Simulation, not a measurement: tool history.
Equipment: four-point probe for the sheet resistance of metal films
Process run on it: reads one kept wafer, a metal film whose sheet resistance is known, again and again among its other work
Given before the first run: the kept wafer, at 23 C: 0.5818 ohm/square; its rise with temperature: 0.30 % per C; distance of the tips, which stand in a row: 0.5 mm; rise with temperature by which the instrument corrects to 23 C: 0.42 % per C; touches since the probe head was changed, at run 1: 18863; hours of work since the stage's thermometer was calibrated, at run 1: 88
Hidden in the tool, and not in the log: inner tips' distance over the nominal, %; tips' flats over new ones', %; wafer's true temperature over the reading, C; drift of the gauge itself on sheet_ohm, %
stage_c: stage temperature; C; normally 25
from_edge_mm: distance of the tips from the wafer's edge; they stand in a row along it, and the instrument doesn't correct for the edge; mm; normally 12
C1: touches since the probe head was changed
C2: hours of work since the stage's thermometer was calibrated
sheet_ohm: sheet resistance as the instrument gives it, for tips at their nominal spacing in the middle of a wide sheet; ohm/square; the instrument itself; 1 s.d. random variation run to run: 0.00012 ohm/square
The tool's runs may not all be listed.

{"run": 1, "day": 0.0, "stage_c": 25, "from_edge_mm": 12, "C1": 18863, "C2": 88, "sheet_ohm": 0.581439}
{"run": 2, "day": 0.862, "stage_c": 25, "from_edge_mm": 12, "C1": 19281, "C2": 101, "sheet_ohm": 0.581043}
{"run": 3, "day": 1.296, "stage_c": 25, "from_edge_mm": 12, "C1": 19491, "C2": 108, "sheet_ohm": 0.580957}
{"run": 4, "day": 2.196, "stage_c": 25, "from_edge_mm": 12, "C1": 19926, "C2": 122, "sheet_ohm": 0.581225}
{"run": 5, "day": 3.158, "stage_c": 25, "from_edge_mm": 4, "C1": 20393, "C2": 137, "sheet_ohm": 0.585227}
{"run": 6, "day": 3.783, "stage_c": 25, "from_edge_mm": 4, "C1": 20696, "C2": 147, "sheet_ohm": 0.585187}
{"run": 7, "day": 4.371, "stage_c": 25, "from_edge_mm": 12, "C1": 20980, "C2": 156, "sheet_ohm": 0.581105}
{"run": 8, "day": 5.221, "stage_c": 25, "from_edge_mm": 12, "C1": 21393, "C2": 169, "sheet_ohm": 0.58109}
{"run": 9, "day": 5.688, "stage_c": 35, "from_edge_mm": 12, "C1": 21617, "C2": 176, "sheet_ohm": 0.574527}
{"run": 10, "day": 6.112, "stage_c": 35, "from_edge_mm": 6, "C1": 21825, "C2": 183, "sheet_ohm": 0.575931}
{"run": 11, "day": 6.892, "stage_c": 35, "from_edge_mm": 6, "C1": 22202, "C2": 195, "sheet_ohm": 0.57603}
{"run": 12, "day": 7.446, "stage_c": 35, "from_edge_mm": 6, "C1": 22471, "C2": 204, "sheet_ohm": 0.576198}
{"run": 13, "day": 8.488, "stage_c": 35, "from_edge_mm": 6, "C1": 22975, "C2": 220, "sheet_ohm": 0.5759}
{"run": 14, "day": 9.454, "stage_c": 35, "from_edge_mm": 42, "C1": 23443, "C2": 235, "sheet_ohm": 0.573872}
{"run": 15, "day": 10.138, "stage_c": 35, "from_edge_mm": 42, "C1": 23774, "C2": 246, "sheet_ohm": 0.574114}
{"run": 16, "day": 10.846, "stage_c": 20, "from_edge_mm": 42, "C1": 24118, "C2": 257, "sheet_ohm": 0.584386}
{"run": 17, "day": 11.633, "stage_c": 20, "from_edge_mm": 42, "C1": 24499, "C2": 269, "sheet_ohm": 0.584135}
{"run": 18, "day": 12.421, "stage_c": 20, "from_edge_mm": 42, "C1": 24881, "C2": 281, "sheet_ohm": 0.584127}
{"run": 19, "day": 13.046, "stage_c": 20, "from_edge_mm": 42, "C1": 25184, "C2": 291, "sheet_ohm": 0.584125}
{"run": 20, "day": 13.942, "stage_c": 20, "from_edge_mm": 42, "C1": 25618, "C2": 305, "sheet_ohm": 0.584344}
{"run": 21, "day": 14.717, "stage_c": 20, "from_edge_mm": 42, "C1": 25994, "C2": 317, "sheet_ohm": 0.584149}
{"run": 22, "day": 15.604, "stage_c": 25, "from_edge_mm": 31, "C1": 26424, "C2": 331, "sheet_ohm": 0.580653}
{"run": 23, "day": 16.546, "stage_c": 19, "from_edge_mm": 10, "C1": 26879, "C2": 346, "sheet_ohm": 0.585488}
{"run": 24, "day": 17.308, "stage_c": 25, "from_edge_mm": 13, "C1": 27250, "C2": 357, "sheet_ohm": 0.581011}
{"run": 25, "day": 18.067, "stage_c": 22, "from_edge_mm": 49, "C1": 27616, "C2": 369, "sheet_ohm": 0.582598}
{"run": 26, "day": 18.892, "stage_c": 22, "from_edge_mm": 49, "C1": 28016, "C2": 382, "sheet_ohm": 0.582812}
{"run": 27, "day": 19.938, "stage_c": 26, "from_edge_mm": 19, "C1": 28523, "C2": 398, "sheet_ohm": 0.580173}
{"run": 28, "day": 20.683, "stage_c": 33, "from_edge_mm": 12, "C1": 28884, "C2": 410, "sheet_ohm": 0.57565}
{"run": 29, "day": 21.117, "stage_c": 26, "from_edge_mm": 3, "C1": 29094, "C2": 417, "sheet_ohm": 0.588508}
{"run": 30, "day": 21.654, "stage_c": 31, "from_edge_mm": 20, "C1": 29355, "C2": 425, "sheet_ohm": 0.576725}
{"run": 31, "day": 22.096, "stage_c": 34, "from_edge_mm": 4, "C1": 29569, "C2": 432, "sheet_ohm": 0.579328}
{"run": 32, "day": 22.533, "stage_c": 25, "from_edge_mm": 39, "C1": 29781, "C2": 439, "sheet_ohm": 0.580547}
{"run": 33, "day": 23.179, "stage_c": 28, "from_edge_mm": 36, "C1": 30094, "C2": 449, "sheet_ohm": 0.57865}
{"run": 34, "day": 23.9, "stage_c": 25, "from_edge_mm": 5, "C1": 30443, "C2": 460, "sheet_ohm": 0.583886}
{"run": 35, "day": 24.417, "stage_c": 25, "from_edge_mm": 5, "C1": 30694, "C2": 468, "sheet_ohm": 0.583682}
{"run": 36, "day": 25.117, "stage_c": 27, "from_edge_mm": 30, "C1": 31032, "C2": 479, "sheet_ohm": 0.579423}
{"run": 37, "day": 25.629, "stage_c": 34, "from_edge_mm": 28, "C1": 31281, "C2": 487, "sheet_ohm": 0.574476}
{"run": 38, "day": 26.575, "stage_c": 25, "from_edge_mm": 69, "C1": 31740, "C2": 502, "sheet_ohm": 0.580682}
{"run": 39, "day": 27.017, "stage_c": 18, "from_edge_mm": 11, "C1": 31953, "C2": 509, "sheet_ohm": 0.586309}
{"run": 40, "day": 27.492, "stage_c": 29, "from_edge_mm": 15, "C1": 32183, "C2": 516, "sheet_ohm": 0.577941}
{"run": 41, "day": 27.992, "stage_c": 29, "from_edge_mm": 55, "C1": 32426, "C2": 524, "sheet_ohm": 0.577786}
{"run": 42, "day": 29.021, "stage_c": 32, "from_edge_mm": 5, "C1": 32924, "C2": 540, "sheet_ohm": 0.578983}
{"run": 43, "day": 30.025, "stage_c": 31, "from_edge_mm": 5, "C1": 33411, "C2": 556, "sheet_ohm": 0.579532}
{"run": 44, "day": 30.692, "stage_c": 31, "from_edge_mm": 5, "C1": 33735, "C2": 566, "sheet_ohm": 0.579832}

For some of the steps in sheet_ohm from one run to the next: how much would appear even if the tool had no hidden state, given the settings, what came in and random variation, and how much remains for the hidden state plus any gauge scatter that the measured result and the result without hidden state don't share?
Run 15 -> 16: stage_c 35 -> 20. sheet_ohm +0.010272 ohm/square: hidden state +0.000003, all else +0.010269.
Run 28 -> 29: stage_c 33 -> 26, from_edge_mm 12 -> 3. sheet_ohm +0.012858 ohm/square: hidden state +0.000004, all else +0.012854.
Run 29 -> 30: stage_c 26 -> 31, from_edge_mm 3 -> 20. sheet_ohm -0.011783 ohm/square: hidden state -0.000003, all else -0.011780.
